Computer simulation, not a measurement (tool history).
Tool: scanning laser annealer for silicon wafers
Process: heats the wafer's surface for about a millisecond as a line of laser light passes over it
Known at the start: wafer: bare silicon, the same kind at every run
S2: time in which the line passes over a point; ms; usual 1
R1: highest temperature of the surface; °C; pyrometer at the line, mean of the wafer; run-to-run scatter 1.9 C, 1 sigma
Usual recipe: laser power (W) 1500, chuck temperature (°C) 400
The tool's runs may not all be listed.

Run 1, day 0: usual settings. Result: R1 1216 °C.
Run 2, day 3.558: usual settings. Result: R1 1218 °C.
Run 3, day 7.15: usual settings. Result: R1 1216 °C.
Run 4, day 11.279: usual settings but laser power (W) 1373. Result: R1 1130 °C.
Run 5, day 14.292: usual settings but chuck temperature (°C) 427. Result: R1 1237 °C.
Run 6, day 18.45: usual settings. Result: R1 1209 °C.
Run 7, day 20.362: usual settings but laser power (W) 1475. Result: R1 1191 °C.
Run 8, day 23.258: usual settings but laser power (W) 1403. Result: R1 1143 °C.
At day 26.221: window over the wafer cleaned.
Run 9, day 27.562: usual settings but laser power (W) 1403. Result: R1 1135 °C.
Run 10, day 29.412: usual settings but laser power (W) 1403. Result: R1 1138 °C.
Run 11, day 33.571: usual settings but laser power (W) 1403. Result: R1 1134 °C.
Run 12, day 37.029: usual settings. Result: R1 1192 °C.
Run 13, day 39.221: usual settings. Result: R1 1188 °C.
Run 14, day 41.788: usual settings. Result: R1 1191 °C.
Run 15, day 43.621: usual settings. Result: R1 1189 °C.
At day 46.071: window over the wafer cleaned, once more.
Run 16, day 46.9: usual settings. Result: R1 1238 °C.
Run 17, day 50.529: usual settings. Result: R1 1235 °C.
Run 18, day 54.292: usual settings. Result: R1 1232 °C.
Run 19, day 58.021: usual settings but S2 1.08 ms. Result: R1 1262 °C.
Run 20, day 59.746: usual settings but S2 1.1 ms. Result: R1 1268 °C.
Run 21, day 63.604: usual settings but laser power (W) 1283. Result: R1 1092 °C.
Run 22, day 66.688: usual settings but S2 0.93 ms, chuck temperature (°C) 390. Result: R1 1192 °C.
Run 23, day 69.521: usual settings but laser power (W) 1375, S2 0.93 ms, chuck temperature (°C) 376. Result: R1 1097 °C.
Run 24, day 72.379: usual settings but laser power (W) 1283, S2 1.25 ms, chuck temperature (°C) 395. Result: R1 1153 °C.
Run 25, day 74.838: usual settings but laser power (W) 1283, S2 0.91 ms, chuck temperature (°C) 388. Result: R1 1044 °C.
Run 26, day 78.925: usual settings but laser power (W) 1381, S2 1.14 ms. Result: R1 1186 °C.
Run 27, day 82.346: usual settings but laser power (W) 1479, S2 0.73 ms, chuck temperature (°C) 372. Result: R1 1073 °C.
Run 28, day 84.088: usual settings but laser power (W) 1339, S2 1.1 ms, chuck temperature (°C) 368. Result: R1 1114 °C.
Run 29, day 87.488: usual settings but laser power (W) 1339, S2 1.1 ms, chuck temperature (°C) 368. Result: R1 1113 °C.
Run 30, day 90.967: usual settings but laser power (W) 1339, S2 1.1 ms, chuck temperature (°C) 368. Result: R1 1109 °C.
Run 31, day 93.417: usual settings but laser power (W) 1339, S2 1.1 ms, chuck temperature (°C) 368. Result: R1 1110 °C.
Run 32, day 97.462: usual settings but laser power (W) 1409, chuck temperature (°C) 375. Result: R1 1128 °C.
Run 33, day 100.458: usual settings but S2 0.9 ms. Result: R1 1171 °C.
Run 34, day 103.258: usual settings but laser power (W) 1552. Result: R1 1242 °C.
Run 35, day 106.433: usual settings but laser power (W) 1457, chuck temperature (°C) 416. Result: R1 1197 °C.
Run 36, day 108.404: usual settings but laser power (W) 1406, chuck temperature (°C) 429. Result: R1 1175 °C.
Run 37, day 111.688: usual settings but laser power (W) 1562, S2 0.8 ms, chuck temperature (°C) 425. Result: R1 1190 °C.
At day 112.758: window over the wafer cleaned.
Run 38, day 114.162: usual settings but laser power (W) 1320, chuck temperature (°C) 397. Result: R1 1119 °C.
Run 39, day 116.775: usual settings but laser power (W) 1568, S2 0.73 ms, chuck temperature (°C) 397. Result: R1 1168 °C.
Run 40, day 119.012: usual settings but laser power (W) 1593, S2 0.74 ms, chuck temperature (°C) 376. Result: R1 1164 °C.
Run 41, day 122.183: usual settings but laser power (W) 1593, S2 0.74 ms, chuck temperature (°C) 376. Result: R1 1160 °C.

Forecast each of these 4 alternatives for the next run:
Run A, day 125.592: usual settings but laser power (W) 1356, S2 0.84 ms, chuck temperature (°C) 376. Result: R1 ?.
Run B, day 125.592: usual settings but S2 0.85 ms. Result: R1 ?.
Run C, day 125.592: usual settings but S2 0.92 ms. Result: R1 ?.
Run D, day 125.592: usual settings but laser power (W) 1444, S2 1.1 ms, chuck temperature (°C) 383. Result: R1 ?.

run    R1
  A  1063
  B  1176
  C  1201
  D  1213
Without the tool's hidden state the same runs would have given:
run    R1
  A  1063
  B  1175
  C  1201
  D  1212

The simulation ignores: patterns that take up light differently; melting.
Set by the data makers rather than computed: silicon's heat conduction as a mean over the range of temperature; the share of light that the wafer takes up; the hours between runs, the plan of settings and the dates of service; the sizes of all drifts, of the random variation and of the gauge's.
